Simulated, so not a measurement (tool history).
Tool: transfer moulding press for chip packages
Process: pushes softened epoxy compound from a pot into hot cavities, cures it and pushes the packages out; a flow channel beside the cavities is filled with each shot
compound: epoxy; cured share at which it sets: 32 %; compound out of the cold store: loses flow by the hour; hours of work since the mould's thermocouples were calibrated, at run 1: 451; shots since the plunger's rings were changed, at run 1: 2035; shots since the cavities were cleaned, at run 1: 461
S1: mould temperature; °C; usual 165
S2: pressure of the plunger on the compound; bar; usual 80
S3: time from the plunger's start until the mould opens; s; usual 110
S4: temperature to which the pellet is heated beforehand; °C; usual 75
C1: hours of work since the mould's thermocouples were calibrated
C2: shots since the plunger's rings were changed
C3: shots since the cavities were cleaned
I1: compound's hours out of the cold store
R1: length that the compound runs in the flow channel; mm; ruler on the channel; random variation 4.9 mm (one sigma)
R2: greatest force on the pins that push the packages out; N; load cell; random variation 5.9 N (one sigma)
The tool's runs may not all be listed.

run 1 day=0 | S1=165 S2=80 S3=110 S4=75 | C1=451 C2=2035 C3=461 | I1=40 | R1=922 R2=225
-- day=0.183 cavities cleaned with cleaning compound and waxed
run 2 day=0.817 | S1=165 S2=80 S3=110 S4=75 | C1=462 C2=2237 C3=170 | I1=46.2 | R1=895 R2=215
run 3 day=1.512 | S1=165 S2=76.1 S3=110 S4=75 | C1=473 C2=2425 C3=358 | I1=35.1 | R1=917 R2=231
-- day=2.088 cavities cleaned with cleaning compound and waxed
run 4 day=2.279 | S1=165 S2=88.2 S3=110 S4=75 | C1=483 C2=2614 C3=51 | I1=10.2 | R1=1087 R2=233
run 5 day=2.912 | S1=165 S2=88.2 S3=110 S4=75 | C1=493 C2=2785 C3=222 | I1=23.7 | R1=1024 R2=218
-- day=4 cavities cleaned with cleaning compound and waxed
run 6 day=4 | S1=165 S2=80 S3=110 S4=75 | C1=508 C2=3060 C3=0 | I1=22 | R1=988 R2=220
-- day=4.225 plunger's sealing rings changed
run 7 day=4.542 | S1=165 S2=80 S3=110 S4=75 | C1=515 C2=86 C3=118 | I1=45.4 | R1=900 R2=226
run 8 day=5.192 | S1=165 S2=80 S3=110 S4=75 | C1=524 C2=261 C3=293 | I1=35.9 | R1=930 R2=225
-- day=5.988 cavities cleaned with cleaning compound and waxed
run 9 day=6.267 | S1=165 S2=80 S3=110 S4=75 | C1=540 C2=533 C3=75 | I1=11.8 | R1=1020 R2=233
run 10 day=6.979 | S1=165 S2=80 S3=110 S4=75 | C1=550 C2=725 C3=267 | I1=46.7 | R1=901 R2=217
run 11 day=7.567 | S1=164 S2=80 S3=110 S4=75 | C1=559 C2=882 C3=424 | I1=46.6 | R1=898 R2=234
-- day=7.871 cavities cleaned with cleaning compound and waxed
run 12 day=8.521 | S1=164 S2=80 S3=110 S4=75 | C1=572 C2=1123 C3=176 | I1=25.4 | R1=978 R2=237
run 13 day=9.029 | S1=164 S2=80 S3=110 S4=75 | C1=580 C2=1259 C3=312 | I1=32.8 | R1=961 R2=242
-- day=9.738 cavities cleaned with cleaning compound and waxed
run 14 day=9.738 | S1=164 S2=80 S3=110 S4=75 | C1=590 C2=1433 C3=0 | I1=40.7 | R1=920 R2=225
run 15 day=10.183 | S1=164 S2=80 S3=110 S4=75 | C1=596 C2=1552 C3=119 | I1=20.9 | R1=1004 R2=245
run 16 day=11.129 | S1=166 S2=80 S3=115 S4=75 | C1=610 C2=1807 C3=374 | I1=31.4 | R1=943 R2=216
-- day=11.642 cavities cleaned with cleaning compound and waxed
run 17 day=11.929 | S1=172 S2=92.3 S3=101 S4=73 | C1=622 C2=2006 C3=78 | I1=10.5 | R1=1069 R2=209
run 18 day=12.725 | S1=172 S2=92.3 S3=101 S4=73 | C1=633 C2=2220 C3=292 | I1=34 | R1=963 R2=195
run 19 day=13.333 | S1=165 S2=80 S3=110 S4=75 | C1=643 C2=2383 C3=455 | I1=29.3 | R1=957 R2=220
-- day=13.546 cavities cleaned with cleaning compound and waxed
run 20 day=14.317 | S1=165 S2=80 S3=110 S4=75 | C1=656 C2=2631 C3=208 | I1=19.5 | R1=995 R2=233
-- day=15.408 cavities cleaned with cleaning compound and waxed
run 21 day=15.408 | S1=170 S2=80 S3=110 S4=72 | C1=672 C2=2908 C3=0 | I1=34.3 | R1=921 R2=196
-- day=16.208 plunger's sealing rings changed
run 22 day=16.404 | S1=165 S2=81.6 S3=110 S4=75 | C1=685 C2=53 C3=240 | I1=41.6 | R1=920 R2=220
run 23 day=17.067 | S1=165 S2=80 S3=102 S4=80 | C1=695 C2=231 C3=418 | I1=37.6 | R1=924 R2=252
-- day=17.404 cavities cleaned with cleaning compound and waxed
run 24 day=17.767 | S1=165 S2=80 S3=102 S4=80 | C1=705 C2=402 C3=98 | I1=38.8 | R1=931 R2=247
-- day=18.025 mould's thermocouples calibrated
run 25 day=18.375 | S1=165 S2=81.8 S3=121 S4=80 | C1=5 C2=543 C3=239 | I1=11.8 | R1=1034 R2=203
run 26 day=18.95 | S1=165 S2=81.8 S3=121 S4=80 | C1=14 C2=698 C3=394 | I1=14.8 | R1=1014 R2=205
-- day=19.354 cavities cleaned with cleaning compound and waxed
run 27 day=19.908 | S1=166 S2=70.3 S3=145 S4=79 | C1=27 C2=939 C3=149 | I1=26.1 | R1=907 R2=187

5 ways to go on from here, each from the tool as it stands after run 27. What would each give?
run A day=20.529 | S1=168 S2=60.9 S3=110 S4=84 | C1=37 C2=1106 C3=316 | I1=32.6 | R1=? R2=?
run B day=20.529 | S1=168 S2=74.4 S3=107 S4=79 | C1=37 C2=1106 C3=316 | I1=38.4 | R1=? R2=?
run C day=20.529 | S1=165 S2=80 S3=105 S4=75 | C1=37 C2=1106 C3=316 | I1=21.3 | R1=? R2=?
run D day=20.529 | S1=165 S2=70.3 S3=133 S4=85 | C1=37 C2=1106 C3=316 | I1=10.7 | R1=? R2=?
run E day=20.529 | S1=171 S2=93.1 S3=145 S4=76 | C1=37 C2=1106 C3=316 | I1=31.6 | R1=? R2=?

run=A R1=814 R2=209
run=B R1=870 R2=216
run=C R1=982 R2=253
run=D R1=959 R2=198
run=E R1=988 R2=191
Without the tool's hidden state the same runs would have given:
run=A R1=814 R2=205
run=B R1=871 R2=213
run=C R1=982 R2=249
run=D R1=959 R2=194
run=E R1=989 R2=188
